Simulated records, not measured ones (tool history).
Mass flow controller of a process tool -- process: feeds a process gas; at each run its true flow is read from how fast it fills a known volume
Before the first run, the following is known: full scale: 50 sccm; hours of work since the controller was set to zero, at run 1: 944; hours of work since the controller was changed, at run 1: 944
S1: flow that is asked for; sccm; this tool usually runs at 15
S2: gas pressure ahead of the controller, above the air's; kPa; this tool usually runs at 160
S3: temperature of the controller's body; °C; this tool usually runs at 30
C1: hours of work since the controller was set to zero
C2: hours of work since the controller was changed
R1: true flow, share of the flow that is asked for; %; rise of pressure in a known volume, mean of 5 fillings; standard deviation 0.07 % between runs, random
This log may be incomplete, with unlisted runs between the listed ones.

run,hour,S1,S2,S3,C1,C2,R1
1,0.0,15,160,30,944,944,98.02
2,74.1,15,160,30,979,979,98.06
3,155.9,17,160,30,1018,1018,98.19
4,242.1,17,160,30,1059,1059,98.19
5,294.6,11,160,30,1084,1084,97.79
6,347.4,11,160,30,1109,1109,97.78
7,415.5,11,160,30,1141,1141,97.68
8,460.0,11,160,30,1163,1163,97.72
9,507.9,11,160,30,1185,1185,97.69
10,556.0,28,160,30,1208,1208,98.51
11,606.0,28,160,30,1232,1232,98.69
12,695.4,28,160,30,1274,1274,98.48
13,761.7,28,160,30,1306,1306,98.61
14,806.4,15,223,30,1327,1327,98.15
15,886.9,15,223,30,1366,1366,98.28
16,931.2,15,223,30,1387,1387,98.17
17,1000.0,15,162,30,1419,1419,97.99
18,1041.5,15,160,30,1439,1439,97.97
19,1131.8,15,160,30,1482,1482,97.86
20,1218.3,15,160,30,1523,1523,97.96
21,1280.8,15,160,30,1553,1553,97.82
22,1366.1,15,160,30,1593,1593,97.95
23,1428.4,15,160,30,1623,1623,97.85
24,1512.2,15,160,28,1663,1663,98.18
25,1584.3,15,160,28,1697,1697,98.09
26,1646.9,15,160,28,1727,1727,98.04
27,1688.8,31,201,39,1747,1747,97.94
28,1747.8,31,201,39,1775,1775,97.77
29,1838.2,15,228,30,1818,1818,98.09
30,1891.1,12,223,39,1843,1843,96.71
31,1960.3,26,265,25,1876,1876,99.56
32,2050.1,11,276,24,1919,1919,98.44
33,2088.2,43,183,37,1937,1937,98.40
34,2153.3,43,183,37,1968,1968,98.63
35,2241.4,43,183,37,2010,2010,98.40
36,2308.9,8,240,24,2042,2042,97.75
37,2365.0,8,240,24,2069,2069,97.91
38,2439.6,8,264,24,2104,2104,97.96
39,2527.4,15,160,24,2146,2146,98.62
40,2597.5,15,169,22,2179,2179,98.92
41,2643.7,8,279,23,2201,2201,98.09
42,2734.4,8,279,23,2244,2244,97.93
43,2785.8,16,143,27,2269,2269,98.08
44,2858.4,16,143,27,2303,2303,98.08
45,2931.9,15,186,24,2338,2338,98.61
46,2977.8,37,153,30,2360,2360,98.91
47,3066.3,27,259,29,2402,2402,99.04
48,3125.4,27,140,33,2430,2430,98.02
49,3175.9,7,140,20,2454,2454,97.28

3 options for the next run, each taken on its own from the tool as it stands now. Forecast them:
A,3217.1,6,250,24,2474,2474,?
B,3217.1,38,178,31,2474,2474,?
C,3217.1,25,140,33,2474,2474,?

run,R1
A,96.64
B,98.97
C,98.05
Take away the tool's hidden state, keep each run's random variation, and the runs would have read:
run,R1
A,99.12
B,98.86
C,98.19
